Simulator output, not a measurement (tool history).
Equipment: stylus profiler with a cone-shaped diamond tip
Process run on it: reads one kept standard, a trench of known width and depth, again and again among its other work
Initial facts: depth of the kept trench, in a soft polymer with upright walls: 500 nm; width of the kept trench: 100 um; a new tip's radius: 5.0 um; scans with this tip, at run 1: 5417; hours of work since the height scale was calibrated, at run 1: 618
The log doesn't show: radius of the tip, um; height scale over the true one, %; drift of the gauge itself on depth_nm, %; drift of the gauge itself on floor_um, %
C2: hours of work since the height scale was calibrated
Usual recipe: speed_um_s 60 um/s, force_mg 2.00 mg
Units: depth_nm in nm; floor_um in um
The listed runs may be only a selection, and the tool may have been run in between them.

run 1 hour=0.0 | speed_um_s=60 force_mg=2.00 | scans_with_this_tip=5417 C2=618 | depth_nm=505.89 floor_um=95.28
run 2 hour=17.0 | speed_um_s=60 force_mg=2.00 | scans_with_this_tip=5519 C2=630 | depth_nm=505.92 floor_um=95.28
run 3 hour=35.8 | speed_um_s=60 force_mg=2.00 | scans_with_this_tip=5631 C2=643 | depth_nm=505.74 floor_um=95.25
run 4 hour=73.1 | speed_um_s=60 force_mg=2.00 | scans_with_this_tip=5855 C2=668 | depth_nm=505.93 floor_um=95.27
run 5 hour=94.5 | speed_um_s=60 force_mg=2.00 | scans_with_this_tip=5983 C2=683 | depth_nm=505.81 floor_um=95.31
run 6 hour=124.8 | speed_um_s=60 force_mg=2.00 | scans_with_this_tip=6164 C2=703 | depth_nm=505.90 floor_um=95.23
run 7 hour=161.8 | speed_um_s=60 force_mg=2.00 | scans_with_this_tip=6386 C2=729 | depth_nm=505.63 floor_um=95.24
run 8 hour=189.8 | speed_um_s=61 force_mg=2.00 | scans_with_this_tip=6553 C2=748 | depth_nm=505.94 floor_um=95.30
run 9 hour=212.6 | speed_um_s=82 force_mg=0.76 | scans_with_this_tip=6690 C2=763 | depth_nm=502.97 floor_um=94.84
run 10 hour=239.9 | speed_um_s=76 force_mg=1.13 | scans_with_this_tip=6854 C2=782 | depth_nm=504.08 floor_um=95.01
run 11 hour=277.1 | speed_um_s=58 force_mg=0.81 | scans_with_this_tip=7076 C2=807 | depth_nm=503.29 floor_um=95.07

Estimate the outcome of run 12 from the log above:
run 12 hour=311.6 | speed_um_s=60 force_mg=4.24 | scans_with_this_tip=7283 C2=831 | depth_nm=? floor_um=?

depth_nm: 509.37 nm
floor_um: 95.37 um
The same run, on a tool lacking any hidden state, would have yielded depth_nm 509.36 nm, floor_um 95.38 um.

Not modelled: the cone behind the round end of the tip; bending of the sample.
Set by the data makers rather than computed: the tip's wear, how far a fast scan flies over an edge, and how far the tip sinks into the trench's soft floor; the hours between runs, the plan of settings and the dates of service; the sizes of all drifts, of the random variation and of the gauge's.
